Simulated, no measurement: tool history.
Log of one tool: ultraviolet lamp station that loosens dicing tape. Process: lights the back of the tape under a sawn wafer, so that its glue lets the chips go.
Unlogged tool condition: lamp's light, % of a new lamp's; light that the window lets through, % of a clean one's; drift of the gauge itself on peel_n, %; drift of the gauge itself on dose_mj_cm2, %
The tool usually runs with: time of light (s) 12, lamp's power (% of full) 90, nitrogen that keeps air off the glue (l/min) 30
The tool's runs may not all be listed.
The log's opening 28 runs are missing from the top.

run,day,time of light (s),lamp's power (% of full),nitrogen that keeps air off the glue (l/min),hours of work of the lamp,hours of work since the window was cleaned,force that peels the tape off (N),light that reached the tape (J/m2)
# day 74.542: window cleaned of glue's vapour
29,77.017,10,63,18,647,32,2.067,2820
30,81.012,12,74,39,699,84,1.077,3880
31,82.908,12,90,55,724,109,0.715,4640
32,86.825,12,99,19,775,160,0.869,5030
33,89.983,12,99,19,816,202,0.893,4900
34,92.417,6,61,30,848,233,3.586,1470
# day 93.650: window cleaned of glue's vapour
35,95.342,12,86,24,886,22,1.024,4300
36,98.246,12,86,24,924,60,1.107,4250
37,101.779,11,72,12,970,106,2.074,3150
38,103.858,8,90,30,997,133,1.836,2860
39,106.038,12,90,30,1026,162,0.999,4210
40,109.467,15,90,28,1070,206,0.712,5160
# day 112.658: window cleaned of glue's vapour
41,113.179,15,90,28,1119,7,0.674,5230
42,116.388,17,97,39,1160,49,0.427,6320
43,119.446,14,97,15,1200,89,0.906,5100

Alternative continuations, all from the tool just after run 43; predict every row:
A,122.904,8,90,10,1246,134,?,?
B,122.904,11,90,52,1246,134,?,?
C,122.904,17,90,16,1246,134,?,?
D,122.904,12,99,30,1246,134,?,?

run,force that peels the tape off (N),light that reached the tape (J/m2)
A,2.718,2650
B,1.086,3610
C,0.762,5610
D,0.948,4360
Without the tool's hidden state the same runs would have given:
run,force that peels the tape off (N),light that reached the tape (J/m2)
A,1.723,3870
B,0.530,5310
C,0.372,8240
D,0.458,6420
